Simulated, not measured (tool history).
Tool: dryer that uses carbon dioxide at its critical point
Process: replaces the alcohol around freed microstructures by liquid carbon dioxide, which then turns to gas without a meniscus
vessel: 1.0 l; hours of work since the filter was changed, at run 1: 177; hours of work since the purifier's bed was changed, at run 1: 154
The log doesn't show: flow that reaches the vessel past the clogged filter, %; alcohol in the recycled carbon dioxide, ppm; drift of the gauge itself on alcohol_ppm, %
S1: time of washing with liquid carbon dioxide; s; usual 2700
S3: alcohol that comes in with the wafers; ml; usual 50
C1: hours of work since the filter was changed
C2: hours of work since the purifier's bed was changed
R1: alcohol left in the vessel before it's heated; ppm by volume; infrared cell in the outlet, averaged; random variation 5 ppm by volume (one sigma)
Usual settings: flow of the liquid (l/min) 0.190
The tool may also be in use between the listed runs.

Run 1, hour 0.0: usual settings; C1 177; C2 154. Result: R1 104 ppm by volume.
Run 2, hour 18.5: usual settings; C1 184; C2 161. Result: R1 114 ppm by volume.
Run 3, hour 36.5: usual settings; C1 191; C2 168. Result: R1 106 ppm by volume.
Run 4, hour 49.4: usual settings; C1 196; C2 172. Result: R1 107 ppm by volume.
Run 5, hour 59.2: usual settings but S3 20 ml; C1 199; C2 176. Result: R1 78 ppm by volume.
Run 6, hour 77.9: usual settings; C1 206; C2 183. Result: R1 120 ppm by volume.
Run 7, hour 93.2: usual settings; C1 212; C2 189. Result: R1 113 ppm by volume.
Run 8, hour 102.9: usual settings; C1 216; C2 192. Result: R1 119 ppm by volume.
Run 9, hour 124.6: usual settings; C1 224; C2 201. Result: R1 127 ppm by volume.
Run 10, hour 136.6: usual settings; C1 228; C2 205. Result: R1 132 ppm by volume.
Run 11, hour 156.0: usual settings; C1 236; C2 212. Result: R1 149 ppm by volume.
Run 12, hour 172.6: usual settings; C1 242; C2 219. Result: R1 144 ppm by volume.
At hour 181.7: inlet filter changed.
Run 13, hour 195.1: usual settings; C1 5; C2 227. Result: R1 85 ppm by volume.
Run 14, hour 205.6: usual settings but S3 110 ml; C1 9; C2 231. Result: R1 122 ppm by volume.
Run 15, hour 218.4: usual settings but S3 110 ml; C1 14; C2 235. Result: R1 110 ppm by volume.
Run 16, hour 232.4: usual settings but S3 110 ml; C1 19; C2 241. Result: R1 116 ppm by volume.
Run 17, hour 252.0: usual settings but flow of the liquid (l/min) 0.262; C1 26; C2 248. Result: R1 64 ppm by volume.
Run 18, hour 262.5: usual settings; C1 30; C2 252. Result: R1 93 ppm by volume.
Run 19, hour 278.9: usual settings; C1 36; C2 258. Result: R1 94 ppm by volume.
Run 20, hour 298.5: usual settings; C1 44; C2 265. Result: R1 96 ppm by volume.
Run 21, hour 310.8: usual settings; C1 48; C2 270. Result: R1 99 ppm by volume.
Run 22, hour 324.9: usual settings but S3 39 ml; C1 54; C2 275. Result: R1 106 ppm by volume.
Run 23, hour 342.7: usual settings but S3 39 ml; C1 60; C2 282. Result: R1 102 ppm by volume.
Run 24, hour 351.9: usual settings but S3 39 ml; C1 64; C2 285. Result: R1 103 ppm by volume.
Run 25, hour 363.2: usual settings but flow of the liquid (l/min) 0.166, S3 55 ml; C1 68; C2 290. Result: R1 171 ppm by volume.
Run 26, hour 381.1: usual settings but S1 2160 s, flow of the liquid (l/min) 0.295; C1 75; C2 296. Result: R1 94 ppm by volume.
Run 27, hour 402.9: usual settings but S1 1620 s, S3 85 ml; C1 83; C2 305. Result: R1 1158 ppm by volume.
Run 28, hour 414.0: usual settings but flow of the liquid (l/min) 0.156, S3 54 ml; C1 87; C2 309. Result: R1 236 ppm by volume.
Run 29, hour 434.2: usual settings but flow of the liquid (l/min) 0.268, S3 44 ml; C1 95; C2 316. Result: R1 83 ppm by volume.
Run 30, hour 443.5: usual settings but flow of the liquid (l/min) 0.268, S3 44 ml; C1 98; C2 320. Result: R1 79 ppm by volume.
Run 31, hour 456.0: usual settings but flow of the liquid (l/min) 0.268, S3 44 ml; C1 103; C2 325. Result: R1 93 ppm by volume.
Run 32, hour 472.0: usual settings but S1 3060 s, flow of the liquid (l/min) 0.192, S3 106 ml; C1 109; C2 331. Result: R1 126 ppm by volume.
Run 33, hour 490.1: usual settings but S1 1740 s, S3 110 ml; C1 116; C2 337. Result: R1 1211 ppm by volume.
Run 34, hour 509.8: usual settings but S1 1740 s, flow of the liquid (l/min) 0.250, S3 55 ml; C1 123; C2 345. Result: R1 216 ppm by volume.
Run 35, hour 523.5: usual settings but S1 1740 s, flow of the liquid (l/min) 0.250, S3 55 ml; C1 128; C2 350. Result: R1 241 ppm by volume.
Run 36, hour 537.2: usual settings but S1 2280 s, flow of the liquid (l/min) 0.192, S3 98 ml; C1 133; C2 355. Result: R1 346 ppm by volume.
Run 37, hour 556.2: usual settings but S1 2280 s, flow of the liquid (l/min) 0.192, S3 98 ml; C1 140; C2 362. Result: R1 344 ppm by volume.
Run 38, hour 578.3: usual settings but S1 2280 s, flow of the liquid (l/min) 0.192, S3 98 ml; C1 149; C2 370. Result: R1 342 ppm by volume.
Run 39, hour 599.8: usual settings but S1 3240 s, flow of the liquid (l/min) 0.234, S3 60 ml; C1 157; C2 378. Result: R1 99 ppm by volume.
Run 40, hour 613.9: usual settings but S1 3240 s, flow of the liquid (l/min) 0.234, S3 60 ml; C1 162; C2 384. Result: R1 104 ppm by volume.
Run 41, hour 627.8: usual settings but S1 1680 s, flow of the liquid (l/min) 0.234, S3 36 ml; C1 167; C2 389. Result: R1 287 ppm by volume.
Run 42, hour 637.1: usual settings but S1 1680 s, flow of the liquid (l/min) 0.234, S3 36 ml; C1 171; C2 392. Result: R1 308 ppm by volume.
Run 43, hour 654.4: usual settings but S1 1680 s, flow of the liquid (l/min) 0.234, S3 36 ml; C1 177; C2 399. Result: R1 306 ppm by volume.
Run 44, hour 665.3: usual settings but S1 1680 s, flow of the liquid (l/min) 0.234, S3 36 ml; C1 181; C2 403. Result: R1 306 ppm by volume.
Run 45, hour 685.7: usual settings but flow of the liquid (l/min) 0.196; C1 189; C2 411. Result: R1 157 ppm by volume.
Run 46, hour 702.5: usual settings but S1 3360 s, flow of the liquid (l/min) 0.206; C1 195; C2 417. Result: R1 113 ppm by volume.
Run 47, hour 719.9: usual settings but S1 3840 s, S3 45 ml; C1 202; C2 423. Result: R1 121 ppm by volume.
Run 48, hour 741.8: usual settings but S1 3300 s, flow of the liquid (l/min) 0.161, S3 45 ml; C1 210; C2 432. Result: R1 158 ppm by volume.

3 ways to go on from here, each from the tool as it stands after run 48. What would each give?
Run A, hour 755.5: usual settings but S1 3720 s; C1 215; C2 437. Result: R1 ?.
Run B, hour 755.5: usual settings but S1 2220 s, flow of the liquid (l/min) 0.228, S3 26 ml; C1 215; C2 437. Result: R1 ?.
Run C, hour 755.5: usual settings but S1 1680 s, flow of the liquid (l/min) 0.230, S3 22 ml; C1 215; C2 437. Result: R1 ?.

run   R1
  A  129
  B  155
  C  261
Without the tool's hidden state the same runs would have given:
run  R1
  A   9
  B  18
  C  65

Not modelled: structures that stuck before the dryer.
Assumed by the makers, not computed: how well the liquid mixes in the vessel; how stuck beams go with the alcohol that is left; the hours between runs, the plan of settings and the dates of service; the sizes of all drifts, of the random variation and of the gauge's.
